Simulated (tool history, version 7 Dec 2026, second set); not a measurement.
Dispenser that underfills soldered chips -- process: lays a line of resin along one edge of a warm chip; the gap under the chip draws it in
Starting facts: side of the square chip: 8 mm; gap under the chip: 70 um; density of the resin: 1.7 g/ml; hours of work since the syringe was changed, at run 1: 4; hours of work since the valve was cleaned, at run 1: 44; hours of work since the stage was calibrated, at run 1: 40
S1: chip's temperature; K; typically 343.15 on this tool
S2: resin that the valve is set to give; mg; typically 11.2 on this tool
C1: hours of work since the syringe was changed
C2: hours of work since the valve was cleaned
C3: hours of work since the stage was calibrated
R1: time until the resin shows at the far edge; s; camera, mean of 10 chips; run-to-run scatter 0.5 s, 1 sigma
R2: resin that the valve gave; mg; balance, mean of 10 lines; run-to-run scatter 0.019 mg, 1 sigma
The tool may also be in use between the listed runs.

run	day	S1	S2	C1	C2	C3	R1	R2
1	0.000	343.15	11.2	4	44	40	48.4	10.96
# day 0.092: new syringe of resin
# day 0.217: dispensing valve cleaned and set on the balance
2	0.238	343.15	10.1	2	0	43	44.6	10.13
3	0.362	343.15	10.1	4	3	45	48.6	10.07
# day 0.475: new syringe of resin
4	0.512	343.15	10.1	1	5	48	41.8	10.07
5	0.662	343.15	10.1	3	7	50	46.5	10.06
6	0.792	343.15	10.0	5	10	53	52.1	9.91
# day 0.825: new syringe of resin
7	0.962	343.15	13.0	2	13	55	43.8	12.88
8	1.092	343.15	13.2	5	15	57	48.5	13.10
# day 1.162: new syringe of resin
9	1.250	343.15	13.2	2	17	60	41.7	13.06
10	1.425	343.15	13.2	5	20	63	48.2	13.09
# day 1.500: new syringe of resin
11	1.629	343.15	13.2	2	24	66	42.7	13.03
12	1.817	343.15	11.2	5	27	70	51.4	11.01
# day 1.838: new syringe of resin
13	2.012	343.15	11.2	3	30	73	45.9	11.01
14	2.104	343.15	11.2	5	32	74	48.7	10.97
# day 2.175: new syringe of resin
15	2.262	343.15	13.0	1	34	77	42.5	12.76
16	2.483	343.15	13.0	5	38	81	50.9	12.72
# day 2.525: new syringe of resin
17	2.617	343.15	13.0	2	40	83	42.9	12.71
18	2.754	350.15	11.2	4	42	85	36.9	10.94
# day 2.871: new syringe of resin
19	2.962	350.15	11.2	2	46	89	33.4	10.89
# day 3.088: dispensing valve cleaned and set on the balance
20	3.225	350.15	11.2	5	2	92	38.7	11.16
# day 3.258: new syringe of resin
21	3.338	332.15	11.2	1	4	94	65.9	11.15
22	3.533	343.15	12.1	5	7	97	49.8	12.05
# day 3.604: new syringe of resin
23	3.742	346.15	12.4	2	11	101	38.5	12.31
# day 3.942: new syringe of resin
24	3.975	347.15	11.8	1	15	105	34.9	11.70
25	4.079	347.15	12.6	2	16	106	38.1	12.47
26	4.200	353.15	9.8	4	19	108	34.0	9.68
# day 4.292: new syringe of resin
27	4.438	353.15	9.8	3	22	112	31.7	9.68
# day 4.629: new syringe of resin
28	4.658	353.15	9.8	1	26	116	28.7	9.66

Predict the results of run 29:
29	4.821	353.15	9.8	3	29	119	?	?

{"run 29": {"R1": 31.7, "R2": 9.61}}
Minus the tool's unlogged condition, the same run would have read R1 27.4 s, R2 9.77 mg.
